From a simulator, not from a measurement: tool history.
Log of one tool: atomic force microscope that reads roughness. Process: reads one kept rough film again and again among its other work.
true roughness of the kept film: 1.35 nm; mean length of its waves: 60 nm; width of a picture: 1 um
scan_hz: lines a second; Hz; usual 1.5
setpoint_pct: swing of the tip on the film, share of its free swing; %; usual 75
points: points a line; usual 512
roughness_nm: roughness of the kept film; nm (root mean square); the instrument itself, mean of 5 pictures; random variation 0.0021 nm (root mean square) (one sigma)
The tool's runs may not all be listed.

Run 1, hour 0: usual settings. Result: roughness_nm 1.26 nm (root mean square).
Run 2, hour 4.8: usual settings. Result: roughness_nm 1.252 nm (root mean square).
Run 3, hour 9.2: usual settings. Result: roughness_nm 1.257 nm (root mean square).
At hour 12.6: new tip fitted.
Run 4, hour 16.4: usual settings. Result: roughness_nm 1.291 nm (root mean square).
Run 5, hour 26.8: usual settings. Result: roughness_nm 1.286 nm (root mean square).
Run 6, hour 36: usual settings. Result: roughness_nm 1.283 nm (root mean square).
Run 7, hour 42.7: usual settings. Result: roughness_nm 1.277 nm (root mean square).
Run 8, hour 52.6: usual settings. Result: roughness_nm 1.278 nm (root mean square).
Run 9, hour 60.9: usual settings. Result: roughness_nm 1.274 nm (root mean square).
Run 10, hour 65.7: usual settings. Result: roughness_nm 1.271 nm (root mean square).
Run 11, hour 71.3: usual settings but scan_hz 0.95 Hz. Result: roughness_nm 1.282 nm (root mean square).
Run 12, hour 75.7: usual settings but scan_hz 0.95 Hz, points 843. Result: roughness_nm 1.284 nm (root mean square).
Run 13, hour 82.6: usual settings but scan_hz 0.95 Hz, points 843. Result: roughness_nm 1.283 nm (root mean square).
Run 14, hour 87.1: usual settings but scan_hz 0.95 Hz, points 843. Result: roughness_nm 1.282 nm (root mean square).
At hour 88.7: height scale calibrated on a step standard.
Run 15, hour 93: usual settings but scan_hz 0.95 Hz, points 843. Result: roughness_nm 1.279 nm (root mean square).
Run 16, hour 100: usual settings but scan_hz 1.11 Hz, setpoint_pct 64 %, points 934. Result: roughness_nm 1.286 nm (root mean square).
Run 17, hour 104.4: usual settings but scan_hz 1.02 Hz, setpoint_pct 56 %, points 451. Result: roughness_nm 1.288 nm (root mean square).
Run 18, hour 114.1: usual settings but setpoint_pct 60 %, points 555. Result: roughness_nm 1.279 nm (root mean square).
Run 19, hour 124.2: usual settings but scan_hz 2.86 Hz, points 793. Result: roughness_nm 1.222 nm (root mean square).
At hour 126.8: new tip fitted.
Run 20, hour 131.5: usual settings but scan_hz 2.86 Hz, points 793. Result: roughness_nm 1.258 nm (root mean square).
At hour 137.4: height scale calibrated on a step standard, once more.
Run 21, hour 143.1: usual settings but scan_hz 2.86 Hz, setpoint_pct 88 %, points 565. Result: roughness_nm 1.194 nm (root mean square).
Run 22, hour 149.6: usual settings but scan_hz 1.82 Hz, setpoint_pct 67 %, points 563. Result: roughness_nm 1.291 nm (root mean square).
Run 23, hour 153.9: usual settings but scan_hz 1.82 Hz, setpoint_pct 67 %, points 563. Result: roughness_nm 1.292 nm (root mean square).
Run 24, hour 163.9: usual settings but setpoint_pct 69 %. Result: roughness_nm 1.283 nm (root mean square).
Run 25, hour 172.8: usual settings but scan_hz 0.6 Hz, setpoint_pct 65 %, points 383. Result: roughness_nm 1.301 nm (root mean square).
Run 26, hour 178.8: usual settings but scan_hz 0.6 Hz, setpoint_pct 65 %, points 383. Result: roughness_nm 1.3 nm (root mean square).
Run 27, hour 184.4: usual settings but scan_hz 0.6 Hz, setpoint_pct 65 %, points 383. Result: roughness_nm 1.297 nm (root mean square).
Run 28, hour 190.1: usual settings but scan_hz 0.6 Hz, setpoint_pct 65 %, points 383. Result: roughness_nm 1.292 nm (root mean square).

The next listed run, before its measurement:
Run 29, hour 194.7: usual settings but scan_hz 0.6 Hz, setpoint_pct 65 %, points 383. Result: roughness_nm ?.

{"run 29": {"roughness_nm": 1.291}}
Without the tool's hidden state the same run would have given roughness_nm 1.315 nm (root mean square).
